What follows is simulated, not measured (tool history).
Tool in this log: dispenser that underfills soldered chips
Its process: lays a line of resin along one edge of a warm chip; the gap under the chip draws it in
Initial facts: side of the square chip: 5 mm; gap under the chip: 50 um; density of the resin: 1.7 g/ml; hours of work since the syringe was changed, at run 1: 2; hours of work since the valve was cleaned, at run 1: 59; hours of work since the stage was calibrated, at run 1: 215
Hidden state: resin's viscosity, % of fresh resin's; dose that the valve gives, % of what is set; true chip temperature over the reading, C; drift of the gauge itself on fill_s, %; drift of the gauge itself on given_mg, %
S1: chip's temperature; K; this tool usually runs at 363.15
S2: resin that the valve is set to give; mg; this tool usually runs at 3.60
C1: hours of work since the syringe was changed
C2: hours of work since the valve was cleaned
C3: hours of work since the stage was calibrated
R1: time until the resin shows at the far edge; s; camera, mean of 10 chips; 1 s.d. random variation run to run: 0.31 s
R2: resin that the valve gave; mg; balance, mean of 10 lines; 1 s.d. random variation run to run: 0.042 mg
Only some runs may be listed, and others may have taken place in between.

run	hour	S1	S2	C1	C2	C3	R1	R2
1	0.0	363.15	3.60	2	59	215	11.7	3.48
2	7.5	356.15	3.60	8	65	221	22.8	3.47
# hour 12.0: new syringe of resin
3	16.9	373.15	3.60	4	72	228	8.6	3.51
# hour 26.0: new syringe of resin
4	26.0	373.15	3.60	0	79	235	5.8	3.40
5	34.1	373.15	4.02	6	85	241	9.9	3.84
# hour 40.6: new syringe of resin
6	42.2	363.15	3.60	1	92	248	10.3	3.38
7	49.4	363.15	3.60	7	97	253	15.8	3.33
# hour 54.8: new syringe of resin
8	58.3	361.15	3.60	3	104	260	12.9	3.40
9	65.6	363.15	3.60	9	110	266	18.0	3.31
# hour 67.6: dispensing valve cleaned and set on the balance
# hour 69.8: new syringe of resin
10	73.1	363.15	3.60	3	4	271	10.9	3.60
11	79.7	363.15	3.60	8	9	276	17.0	3.60
# hour 83.8: new syringe of resin
12	88.0	363.15	3.60	3	16	282	11.4	3.53
13	95.7	363.15	3.60	9	22	289	18.8	3.60
# hour 98.1: new syringe of resin
14	102.7	363.15	4.41	4	27	294	11.7	4.31
15	109.4	363.15	4.41	9	32	299	17.7	4.38
# hour 112.8: new syringe of resin
16	117.2	363.15	3.60	3	38	305	12.2	3.52
17	122.4	363.15	3.60	8	42	309	16.1	3.50
# hour 127.0: new syringe of resin
18	131.7	363.15	3.60	4	50	316	12.9	3.56

For run 19, what comes out?
19	140.0	376.15	3.70	10	56	323	?	?

Run 19 produced R1 11.7 s, R2 3.67 mg.
Without the tool's hidden state the same run would have given R1 4.8 s, R2 3.79 mg.
